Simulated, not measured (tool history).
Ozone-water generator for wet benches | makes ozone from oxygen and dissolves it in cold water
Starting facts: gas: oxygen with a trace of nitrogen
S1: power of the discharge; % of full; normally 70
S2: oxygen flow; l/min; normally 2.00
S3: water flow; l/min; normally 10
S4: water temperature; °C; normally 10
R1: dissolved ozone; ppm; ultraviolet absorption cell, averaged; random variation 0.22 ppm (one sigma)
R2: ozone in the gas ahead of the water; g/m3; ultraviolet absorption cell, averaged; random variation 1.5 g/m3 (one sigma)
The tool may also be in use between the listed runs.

run,hour,S1,S2,S3,S4,R1,R2
1,0.0,70,2.00,10,10,32.0,278.2
2,39.8,70,2.00,10,10,32.3,279.1
3,69.2,70,2.00,10,10,32.1,278.2
4,87.5,70,2.00,10,10,31.7,281.9
5,127.4,70,2.00,10,10,32.3,278.9
6,164.6,70,2.00,10,10,32.2,278.4
7,204.6,70,1.25,10,10,29.9,361.9
8,231.4,70,2.00,10,12,31.5,279.7
9,259.9,70,2.00,10,10,32.3,280.1
10,296.7,70,2.00,10,10,32.4,277.9
11,334.7,57,2.00,10,10,27.6,237.5
12,365.1,70,2.00,10,10,32.3,280.4
13,407.1,70,2.00,10,10,32.6,279.0
14,430.4,70,2.00,10,10,32.4,279.5
15,474.4,70,2.00,10,10,32.2,277.3
16,500.9,70,2.00,10,10,32.2,276.7
17,519.0,49,2.00,8,13,28.5,213.5
18,554.2,49,2.00,8,13,28.3,214.0
19,576.1,83,2.00,15,11,25.5,314.4
20,616.2,80,2.01,10,5,37.1,304.3
21,645.4,49,1.22,11,7,21.3,285.8
22,673.9,64,3.37,10,10,31.1,194.9
23,701.4,64,3.37,10,10,30.7,196.1
24,738.4,58,2.00,13,9,23.1,244.8

The next listed run, before its measurement:
25,763.9,58,2.00,13,9,?,?

Run 25 gave R1 22.8 ppm, R2 241.1 g/m3.
Minus the tool's unlogged condition, the same run would have read R1 22.8 ppm, R2 241.2 g/m3.
